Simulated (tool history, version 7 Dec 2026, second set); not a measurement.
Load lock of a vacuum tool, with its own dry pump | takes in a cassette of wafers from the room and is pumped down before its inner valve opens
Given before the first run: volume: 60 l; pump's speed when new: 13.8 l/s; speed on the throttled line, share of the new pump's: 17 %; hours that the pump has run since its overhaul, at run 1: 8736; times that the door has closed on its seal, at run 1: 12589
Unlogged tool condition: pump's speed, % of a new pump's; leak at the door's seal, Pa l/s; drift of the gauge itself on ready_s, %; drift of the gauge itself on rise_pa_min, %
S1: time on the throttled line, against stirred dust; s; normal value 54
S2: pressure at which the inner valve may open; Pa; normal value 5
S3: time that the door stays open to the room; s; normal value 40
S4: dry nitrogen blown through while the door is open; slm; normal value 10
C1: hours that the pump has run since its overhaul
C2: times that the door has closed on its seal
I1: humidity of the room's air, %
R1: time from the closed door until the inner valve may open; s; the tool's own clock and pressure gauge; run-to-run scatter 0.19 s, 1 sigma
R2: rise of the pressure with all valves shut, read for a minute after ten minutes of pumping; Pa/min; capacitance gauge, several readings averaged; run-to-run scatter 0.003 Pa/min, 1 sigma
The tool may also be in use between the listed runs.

{"run": 1, "hour": 0.0, "S1": 54, "S2": 5, "S3": 40, "S4": 10, "C1": 8736, "C2": 12589, "I1": 46.4, "R1": 90, "R2": 0.25}
{"run": 2, "hour": 231.8, "S1": 54, "S2": 5, "S3": 40, "S4": 10, "C1": 8968, "C2": 13496, "I1": 43.5, "R1": 89.8, "R2": 0.26}
{"run": 3, "hour": 450.4, "S1": 54, "S2": 5, "S3": 40, "S4": 10, "C1": 9186, "C2": 14353, "I1": 44.5, "R1": 90.1, "R2": 0.284}
{"run": 4, "hour": 563.7, "S1": 54, "S2": 5, "S3": 40, "S4": 10, "C1": 9300, "C2": 14796, "I1": 50.2, "R1": 89.9, "R2": 0.294}
{"run": 5, "hour": 762.7, "S1": 54, "S2": 5, "S3": 40, "S4": 10, "C1": 9499, "C2": 15576, "I1": 42.2, "R1": 90.1, "R2": 0.323}
{"run": 6, "hour": 924.6, "S1": 54, "S2": 5, "S3": 40, "S4": 10, "C1": 9660, "C2": 16210, "I1": 47.3, "R1": 90.3, "R2": 0.336}
{"run": 7, "hour": 1042.7, "S1": 54, "S2": 5, "S3": 40, "S4": 10, "C1": 9779, "C2": 16672, "I1": 42.7, "R1": 90.2, "R2": 0.341}
{"run": 8, "hour": 1284.5, "S1": 101, "S2": 9, "S3": 178, "S4": 10, "C1": 10020, "C2": 17619, "I1": 50.1, "R1": 126, "R2": 0.409}
{"run": 9, "hour": 1465.6, "S1": 54, "S2": 8, "S3": 40, "S4": 5, "C1": 10201, "C2": 18328, "I1": 48.6, "R1": 87.7, "R2": 0.414}
{"run": 10, "hour": 1576.9, "S1": 90, "S2": 7, "S3": 40, "S4": 15, "C1": 10313, "C2": 18764, "I1": 47.7, "R1": 118.3, "R2": 0.408}
{"run": 11, "hour": 1809.8, "S1": 90, "S2": 7, "S3": 40, "S4": 15, "C1": 10546, "C2": 19676, "I1": 45.4, "R1": 118.4, "R2": 0.447}
{"run": 12, "hour": 2011.7, "S1": 76, "S2": 7, "S3": 40, "S4": 15, "C1": 10748, "C2": 20467, "I1": 44.7, "R1": 106.7, "R2": 0.451}
{"run": 13, "hour": 2231.5, "S1": 76, "S2": 7, "S3": 40, "S4": 15, "C1": 10967, "C2": 21328, "I1": 43.4, "R1": 106.8, "R2": 0.493}

Run by run, hidden condition taken away, random variation retained:
run=1 R1=88.3 R2=0.049
run=2 R1=88.1 R2=0.041
run=3 R1=88.3 R2=0.045
run=4 R1=88.1 R2=0.047
run=5 R1=88.2 R2=0.042
run=6 R1=88.4 R2=0.041
run=7 R1=88.2 R2=0.039
run=8 R1=124.7 R2=0.074
run=9 R1=85.8 R2=0.057
run=10 R1=116.6 R2=0.039
run=11 R1=116.7 R2=0.044
run=12 R1=104.9 R2=0.037
run=13 R1=104.9 R2=0.04
